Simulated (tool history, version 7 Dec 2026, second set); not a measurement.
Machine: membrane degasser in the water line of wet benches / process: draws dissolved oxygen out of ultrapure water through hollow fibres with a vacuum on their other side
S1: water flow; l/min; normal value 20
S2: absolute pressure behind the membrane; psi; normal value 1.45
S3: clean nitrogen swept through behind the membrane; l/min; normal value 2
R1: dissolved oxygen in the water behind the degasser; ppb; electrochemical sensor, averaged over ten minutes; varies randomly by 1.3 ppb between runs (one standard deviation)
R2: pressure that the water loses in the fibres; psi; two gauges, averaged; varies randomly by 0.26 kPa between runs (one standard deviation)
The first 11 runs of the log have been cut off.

{"run": 12, "hour": 444.0, "S1": 20, "S2": 1.45, "S3": 2, "R1": 180.4, "R2": 10.061}
{"run": 13, "hour": 493.2, "S1": 20, "S2": 1.45, "S3": 2, "R1": 180.3, "R2": 10.086}
{"run": 14, "hour": 531.5, "S1": 20, "S2": 1.45, "S3": 2, "R1": 182.2, "R2": 10.074}
{"run": 15, "hour": 564.8, "S1": 20, "S2": 1.45, "S3": 2, "R1": 181, "R2": 10.057}
{"run": 16, "hour": 598.3, "S1": 26, "S2": 1.45, "S3": 2, "R1": 242.1, "R2": 13.079}
{"run": 17, "hour": 648.5, "S1": 26, "S2": 1.45, "S3": 2.42, "R1": 212.7, "R2": 13.133}
{"hour": 652.7, "done": "vacuum gauge calibrated"}
{"run": 18, "hour": 670.9, "S1": 12, "S2": 1.06, "S3": 2, "R1": 67.7, "R2": 6.061}
{"run": 19, "hour": 702.5, "S1": 12, "S2": 1.06, "S3": 2, "R1": 66.7, "R2": 6.06}
{"run": 20, "hour": 727.0, "S1": 17, "S2": 2.54, "S3": 1.23, "R1": 457.3, "R2": 8.621}
{"run": 21, "hour": 753.9, "S1": 20, "S2": 2.73, "S3": 1.43, "R1": 504.4, "R2": 10.163}
{"run": 22, "hour": 797.2, "S1": 31, "S2": 1.45, "S3": 2, "R1": 293.6, "R2": 15.626}
{"run": 23, "hour": 845.4, "S1": 15, "S2": 1.65, "S3": 2.81, "R1": 116.8, "R2": 7.61}
{"run": 24, "hour": 891.6, "S1": 20, "S2": 2.2, "S3": 5.87, "R1": 121.1, "R2": 10.118}
{"run": 25, "hour": 917.7, "S1": 25, "S2": 1.45, "S3": 2.69, "R1": 186.6, "R2": 12.63}
{"run": 26, "hour": 965.9, "S1": 22, "S2": 3.44, "S3": 1.31, "R1": 765.7, "R2": 11.107}
{"hour": 974.0, "done": "vacuum gauge calibrated, once more"}
{"run": 27, "hour": 1000.3, "S1": 22, "S2": 3.44, "S3": 3.52, "R1": 329.5, "R2": 11.127}
{"run": 28, "hour": 1046.3, "S1": 13, "S2": 1.45, "S3": 3.89, "R1": 62.7, "R2": 6.65}
{"run": 29, "hour": 1079.0, "S1": 20, "S2": 1.7, "S3": 4.35, "R1": 114.7, "R2": 10.111}
{"run": 30, "hour": 1123.9, "S1": 20, "S2": 1.7, "S3": 4.35, "R1": 115.1, "R2": 10.185}
{"run": 31, "hour": 1149.6, "S1": 20, "S2": 1.7, "S3": 4.35, "R1": 114, "R2": 10.153}
{"run": 32, "hour": 1172.2, "S1": 18, "S2": 1.12, "S3": 1.25, "R1": 161.4, "R2": 9.068}
{"run": 33, "hour": 1199.2, "S1": 20, "S2": 1.45, "S3": 3.87, "R1": 105.9, "R2": 10.167}

Forecast each of these 3 alternatives for the next run:
{"run": "A", "hour": 1235.5, "S1": 20, "S2": 1.45, "S3": 1.82, "R1": "?", "R2": "?"}
{"run": "B", "hour": 1235.5, "S1": 18, "S2": 3.25, "S3": 1.75, "R1": "?", "R2": "?"}
{"run": "C", "hour": 1235.5, "S1": 16, "S2": 2.18, "S3": 2, "R1": "?", "R2": "?"}

run=A R1=198.4 R2=10.064
run=B R1=469.5 R2=9.097
run=C R1=233 R2=8.121
With no hidden state in the tool, these same runs would have given:
run=A R1=192.4 R2=9.939
run=B R1=454.9 R2=8.984
run=C R1=224.3 R2=8.021
